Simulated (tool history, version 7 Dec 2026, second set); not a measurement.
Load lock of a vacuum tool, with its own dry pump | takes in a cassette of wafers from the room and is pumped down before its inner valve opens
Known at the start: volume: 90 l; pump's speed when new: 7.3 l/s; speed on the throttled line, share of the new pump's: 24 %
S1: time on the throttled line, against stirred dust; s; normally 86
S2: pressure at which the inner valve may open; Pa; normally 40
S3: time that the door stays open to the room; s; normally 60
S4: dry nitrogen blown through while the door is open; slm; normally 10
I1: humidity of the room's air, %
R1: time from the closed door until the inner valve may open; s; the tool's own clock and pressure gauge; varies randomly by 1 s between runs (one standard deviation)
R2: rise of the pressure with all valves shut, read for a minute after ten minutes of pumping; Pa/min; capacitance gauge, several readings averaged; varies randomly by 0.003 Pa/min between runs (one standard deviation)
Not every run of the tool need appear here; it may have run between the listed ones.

run 1 hour=0 | S1=86 S2=40 S3=60 S4=10 | I1=46 | R1=165.2 R2=0.196
run 2 hour=214.2 | S1=86 S2=40 S3=60 S4=10 | I1=45.9 | R1=167.8 R2=0.196
run 3 hour=403.4 | S1=86 S2=40 S3=60 S4=10 | I1=42.2 | R1=165.1 R2=0.2
run 4 hour=606.1 | S1=86 S2=40 S3=60 S4=10 | I1=45 | R1=168.2 R2=0.215
run 5 hour=921.3 | S1=86 S2=40 S3=60 S4=10 | I1=42.2 | R1=168.5 R2=0.213
run 6 hour=1177.5 | S1=86 S2=40 S3=60 S4=10 | I1=44.6 | R1=166.8 R2=0.223
run 7 hour=1413.6 | S1=86 S2=40 S3=60 S4=10 | I1=39 | R1=168.3 R2=0.228
run 8 hour=1662.3 | S1=86 S2=30 S3=60 S4=10 | I1=42.2 | R1=171.5 R2=0.238
run 9 hour=1816 | S1=86 S2=53 S3=60 S4=10 | I1=49.2 | R1=164 R2=0.236
run 10 hour=2048.3 | S1=145 S2=40 S3=60 S4=10 | I1=45.4 | R1=212 R2=0.245
run 11 hour=2257.9 | S1=86 S2=40 S3=60 S4=10 | I1=43.8 | R1=167.8 R2=0.256
run 12 hour=2560.6 | S1=86 S2=40 S3=60 S4=10 | I1=44.4 | R1=168.3 R2=0.259
run 13 hour=2880.9 | S1=86 S2=40 S3=27 S4=10 | I1=44.9 | R1=168.7 R2=0.267
run 14 hour=3161.8 | S1=86 S2=36 S3=144 S4=8 | I1=45.5 | R1=170.4 R2=0.302
run 15 hour=3393.7 | S1=51 S2=75 S3=63 S4=33 | I1=45.1 | R1=135.4 R2=0.287
run 16 hour=3587.4 | S1=44 S2=58 S3=60 S4=33 | I1=40.9 | R1=133.9 R2=0.289
run 17 hour=3922.4 | S1=66 S2=40 S3=213 S4=16 | I1=43.4 | R1=157.4 R2=0.329
run 18 hour=4238.8 | S1=86 S2=62 S3=60 S4=41 | I1=43.7 | R1=164.6 R2=0.311
run 19 hour=4395.7 | S1=56 S2=40 S3=51 S4=10 | I1=40.3 | R1=149.5 R2=0.318
run 20 hour=4607.2 | S1=80 S2=72 S3=168 S4=40 | I1=42.8 | R1=160.3 R2=0.338
run 21 hour=4796.5 | S1=81 S2=40 S3=81 S4=10 | I1=45.7 | R1=168.1 R2=0.344
run 22 hour=5066 | S1=121 S2=35 S3=81 S4=34 | I1=44.7 | R1=200.1 R2=0.347
run 23 hour=5400.2 | S1=86 S2=71 S3=119 S4=10 | I1=44.2 | R1=163.6 R2=0.372

Alternative continuations, all from the tool just after run 23; predict every row:
run A hour=5630.3 | S1=151 S2=71 S3=85 S4=34 | I1=44 | R1=? R2=?
run B hour=5630.3 | S1=86 S2=49 S3=60 S4=11 | I1=45.2 | R1=? R2=?
run C hour=5630.3 | S1=149 S2=44 S3=119 S4=10 | I1=44 | R1=? R2=?

run=A R1=210.9 R2=0.36
run=B R1=167.4 R2=0.37
run=C R1=217 R2=0.373
With no hidden state in the tool, these same runs would have given:
run=A R1=204.1 R2=0.01
run=B R1=158.2 R2=0.017
run=C R1=209.5 R2=0.025
